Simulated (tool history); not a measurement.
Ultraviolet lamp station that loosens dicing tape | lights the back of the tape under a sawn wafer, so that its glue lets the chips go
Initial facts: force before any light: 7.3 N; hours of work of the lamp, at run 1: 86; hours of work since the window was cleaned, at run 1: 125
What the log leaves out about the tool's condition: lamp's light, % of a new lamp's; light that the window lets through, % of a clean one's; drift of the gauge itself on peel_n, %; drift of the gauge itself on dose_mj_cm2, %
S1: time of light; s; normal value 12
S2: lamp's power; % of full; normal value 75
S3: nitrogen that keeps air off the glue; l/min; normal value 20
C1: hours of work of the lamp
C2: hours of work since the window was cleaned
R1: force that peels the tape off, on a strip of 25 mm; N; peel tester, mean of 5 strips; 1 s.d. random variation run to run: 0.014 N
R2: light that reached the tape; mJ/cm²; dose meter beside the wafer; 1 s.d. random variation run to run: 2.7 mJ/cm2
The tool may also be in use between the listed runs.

run	day	S1	S2	S3	C1	C2	R1	R2
1	0.000	12	75	20	86	125	0.711	342
2	0.321	12	75	20	89	129	0.690	339
3	0.675	12	75	20	93	132	0.724	340
4	0.950	12	75	20	96	135	0.699	337
5	1.221	12	75	20	98	138	0.684	340
6	1.417	12	75	20	100	140	0.711	343
7	1.629	12	75	20	103	142	0.718	335
8	1.842	12	63	20	105	145	0.967	284
9	2.221	12	63	20	109	149	1.028	282
10	2.446	12	75	31	111	151	0.523	337
11	2.721	12	75	20	114	154	0.725	334
12	2.904	9	75	20	116	156	1.208	253
13	3.133	12	75	21	118	158	0.717	333
14	3.538	12	75	11	123	162	1.077	335
15	3.900	12	75	11	126	166	1.050	336
16	4.196	6	75	20	129	169	2.099	164
17	4.583	6	75	20	134	173	2.100	161
18	4.779	12	75	33	136	175	0.522	337
19	4.979	12	75	33	138	177	0.535	333
20	5.262	12	75	33	141	180	0.534	333
21	5.646	12	83	20	145	184	0.622	368
22	6.012	12	83	20	148	188	0.585	369
23	6.221	21	84	38	151	190	0.220	655
24	6.554	20	79	20	154	194	0.291	579
25	6.929	20	79	20	158	198	0.284	580
26	7.142	15	88	10	160	200	0.613	489
# day 7.188: window cleaned of glue's vapour
27	7.496	15	88	10	164	3	0.635	475
28	7.817	15	88	26	167	7	0.344	472
# day 8.108: window cleaned of glue's vapour, once more
29	8.129	8	93	13	170	0	1.256	287
30	8.525	22	63	11	174	4	0.455	529
31	8.788	22	63	11	177	7	0.473	527
32	9.108	22	88	17	180	10	0.246	740
33	9.342	22	88	17	183	13	0.251	739
34	9.504	22	88	17	185	15	0.247	740
35	9.788	10	84	12	187	18	1.090	323
36	10.054	10	84	12	190	20	1.098	320
37	10.329	13	87	29	193	23	0.368	425
38	10.662	13	87	29	197	27	0.376	434
39	10.975	14	78	11	200	30	0.758	416
40	11.175	14	72	11	202	32	0.846	383
41	11.575	7	75	19	206	36	1.711	197
42	11.838	9	75	24	209	39	1.077	257
43	12.050	11	73	22	211	41	0.836	303
44	12.362	8	68	23	214	45	1.524	208

Forecast each of these 3 alternatives for the next run:
A	12.758	8	73	23	219	49	?	?
B	12.758	8	64	16	219	49	?	?
C	12.758	13	75	20	219	49	?	?

run	R1	R2
A	1.338	217
B	1.898	193
C	0.614	374
Without the tool's unlogged condition, the same runs would have read:
run	R1	R2
A	1.241	228
B	1.785	203
C	0.561	392

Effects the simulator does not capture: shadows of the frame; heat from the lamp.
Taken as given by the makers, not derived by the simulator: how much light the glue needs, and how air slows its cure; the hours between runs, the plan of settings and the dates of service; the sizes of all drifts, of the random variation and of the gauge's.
